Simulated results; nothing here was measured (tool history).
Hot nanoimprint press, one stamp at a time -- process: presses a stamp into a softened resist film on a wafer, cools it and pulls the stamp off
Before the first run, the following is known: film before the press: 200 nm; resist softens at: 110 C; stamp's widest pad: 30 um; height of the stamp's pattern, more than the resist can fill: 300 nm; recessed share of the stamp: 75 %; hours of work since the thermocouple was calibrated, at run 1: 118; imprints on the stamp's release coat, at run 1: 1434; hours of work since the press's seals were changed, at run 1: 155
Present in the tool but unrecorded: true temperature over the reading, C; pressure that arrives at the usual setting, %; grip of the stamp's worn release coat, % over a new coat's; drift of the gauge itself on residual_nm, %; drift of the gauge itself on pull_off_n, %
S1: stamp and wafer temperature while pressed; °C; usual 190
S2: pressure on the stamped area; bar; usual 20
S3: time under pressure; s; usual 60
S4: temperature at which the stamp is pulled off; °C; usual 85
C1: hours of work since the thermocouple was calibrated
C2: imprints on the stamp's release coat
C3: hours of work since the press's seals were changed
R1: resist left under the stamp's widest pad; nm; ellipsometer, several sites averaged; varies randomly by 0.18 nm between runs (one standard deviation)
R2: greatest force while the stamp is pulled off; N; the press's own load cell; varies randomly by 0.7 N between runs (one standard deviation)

| run | hour | S1 | S2 | S3 | S4 | C1 | C2 | C3 | R1 | R2 |
|---|---|---|---|---|---|---|---|---|---|---|
| 1 | 0 | 190 | 20 | 60 | 85 | 118 | 1434 | 155 | 80.4 | 110.8 |
| 2 | 8 | 190 | 20 | 60 | 85 | 122 | 1460 | 160 | 80.1 | 111.1 |
|  | 14.4 | stamp cleaned and given a new release coat |
| 3 | 19.4 | 190 | 12.7 | 60 | 85 | 125 | 16 | 162 | 103.6 | 94.2 |
| 4 | 26.9 | 190 | 12.7 | 60 | 85 | 130 | 41 | 167 | 102.7 | 94.6 |
| 5 | 33.5 | 190 | 12.7 | 60 | 85 | 133 | 62 | 170 | 103.2 | 96 |
| 6 | 40.8 | 190 | 12.7 | 60 | 85 | 137 | 86 | 174 | 102.9 | 95 |
| 7 | 47.2 | 190 | 12.7 | 60 | 85 | 141 | 107 | 178 | 103.2 | 96.4 |
| 8 | 56 | 190 | 16.6 | 60 | 85 | 146 | 135 | 183 | 88.9 | 95.5 |
| 9 | 64.9 | 190 | 16.6 | 60 | 85 | 150 | 164 | 188 | 89 | 96.5 |
| 10 | 73.3 | 190 | 12.7 | 60 | 85 | 155 | 191 | 192 | 103 | 97.6 |
| 11 | 81.6 | 190 | 20 | 60 | 85 | 160 | 218 | 197 | 80.2 | 98.2 |
|  | 85.1 | plate thermocouple calibrated |
| 12 | 92.4 | 190 | 20 | 60 | 85 | 4 | 243 | 201 | 79.6 | 97.6 |
| 13 | 97.9 | 190 | 16.6 | 60 | 85 | 7 | 261 | 204 | 88.3 | 98 |
| 14 | 103.8 | 195 | 20 | 60 | 85 | 10 | 280 | 207 | 68.5 | 98.1 |
| 15 | 108.4 | 195 | 20 | 60 | 85 | 13 | 295 | 210 | 68.3 | 97.7 |
| 16 | 112.1 | 187 | 20 | 60 | 85 | 15 | 307 | 212 | 87.2 | 96.9 |
| 17 | 119.9 | 201 | 24.2 | 60 | 71 | 19 | 333 | 216 | 51.6 | 109.3 |
| 18 | 124.1 | 201 | 24.2 | 60 | 71 | 21 | 346 | 218 | 51.3 | 110 |
|  | 131.7 | plate thermocouple calibrated, once more |
| 19 | 131.7 | 191 | 13.1 | 73 | 87 | 0 | 361 | 221 | 94.6 | 97.3 |
| 20 | 138.2 | 190 | 31.7 | 60 | 90 | 4 | 382 | 225 | 62.8 | 95.6 |
| 21 | 146 | 190 | 31.7 | 60 | 90 | 8 | 407 | 229 | 62.8 | 95.7 |
| 22 | 151.6 | 187 | 12.3 | 57 | 85 | 11 | 426 | 232 | 117.6 | 99.5 |
| 23 | 158 | 187 | 12.3 | 57 | 85 | 14 | 446 | 235 | 118 | 99.8 |
| 24 | 162.1 | 190 | 20 | 54 | 85 | 17 | 460 | 238 | 84.9 | 100.9 |
| 25 | 166.2 | 190 | 20 | 31 | 85 | 19 | 473 | 240 | 101.4 | 100.5 |
| 26 | 174.8 | 190 | 20 | 32 | 91 | 24 | 501 | 245 | 100.3 | 95.3 |
| 27 | 183.7 | 193 | 20 | 67 | 91 | 29 | 530 | 250 | 71.8 | 96.3 |

Alternative continuations, all from the tool just after run 27; predict every row:
| A | 188.9 | 190 | 19.8 | 37 | 78 | 31 | 546 | 252 | ? | ? |
| B | 188.9 | 186 | 20 | 60 | 92 | 31 | 546 | 252 | ? | ? |
| C | 188.9 | 187 | 24.7 | 115 | 85 | 31 | 546 | 252 | ? | ? |

| run | R1 | R2 |
|---|---|---|
| A | 96.7 | 106.6 |
| B | 92.8 | 94.5 |
| C | 64 | 101.1 |
Stripped of hidden state, with their random variation kept, the same runs would have yielded:
| run | R1 | R2 |
|---|---|---|
| A | 94.8 | 100 |
| B | 91 | 88.6 |
| C | 62.4 | 94.8 |
